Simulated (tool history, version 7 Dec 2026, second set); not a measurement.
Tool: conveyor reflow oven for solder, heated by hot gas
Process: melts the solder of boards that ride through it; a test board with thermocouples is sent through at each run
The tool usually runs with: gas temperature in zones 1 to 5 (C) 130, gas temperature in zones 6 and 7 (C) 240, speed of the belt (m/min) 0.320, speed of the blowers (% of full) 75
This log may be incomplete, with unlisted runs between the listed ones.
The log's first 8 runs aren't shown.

run,day,gas temperature in zones 1 to 5 (C),gas temperature in zones 6 and 7 (C),speed of the belt (m/min),speed of the blowers (% of full),highest temperature of the board (C),time above the solder's melting point (s)
9,3.567,130,240,0.320,75,224.0,88.6
10,4.004,130,240,0.320,75,223.7,88.1
11,4.258,130,240,0.320,75,223.9,87.8
12,4.821,130,240,0.320,85,224.8,89.2
13,5.171,130,240,0.320,85,225.2,89.3
14,5.650,130,240,0.320,85,224.5,89.7
15,6.208,130,240,0.320,85,224.2,90.0
16,6.538,121,231,0.349,58,207.6,58.5
17,6.942,142,234,0.310,75,220.5,94.5
# day 7.150: belt drive overhauled, speed set with a stopwatch
18,7.708,142,234,0.310,75,220.4,95.6
19,8.192,142,234,0.310,75,220.4,95.6
# day 8.529: belt drive overhauled, speed set with a stopwatch, once more
20,8.921,117,244,0.373,75,217.8,64.4
# day 9.533: thermocouples of zones 6 and 7 changed
21,9.567,134,244,0.373,75,222.2,74.8
22,9.883,134,244,0.373,75,222.5,74.2
23,10.429,130,246,0.320,72,227.8,91.7
24,10.921,129,240,0.320,85,224.7,87.7
25,11.238,129,240,0.320,85,224.4,88.6
26,11.592,138,233,0.272,72,222.2,107.3
27,12.179,118,245,0.311,53,222.8,83.5
# day 12.767: flux residue cleaned out of gas plates and filters
28,12.833,130,240,0.320,60,223.3,86.5
29,13.283,130,240,0.320,60,222.7,86.6
30,13.554,128,236,0.320,70,220.6,84.5

Branching from run 30: 5 alternative next runs. What would each branch give?
A,14.104,140,236,0.320,70,?,?
B,14.104,144,240,0.320,75,?,?
C,14.104,130,253,0.320,53,?,?
D,14.104,128,250,0.290,87,?,?
E,14.104,130,237,0.320,65,?,?

run,highest temperature of the board (C),time above the solder's melting point (s)
A,221.9,90.9
B,226.6,97.2
C,232.6,95.7
D,238.6,109.8
E,221.2,84.6
With no hidden state in the tool, these same runs would have given:
run,highest temperature of the board (C),time above the solder's melting point (s)
A,222.3,91.2
B,227.0,97.4
C,233.0,95.9
D,239.0,109.9
E,221.6,84.9
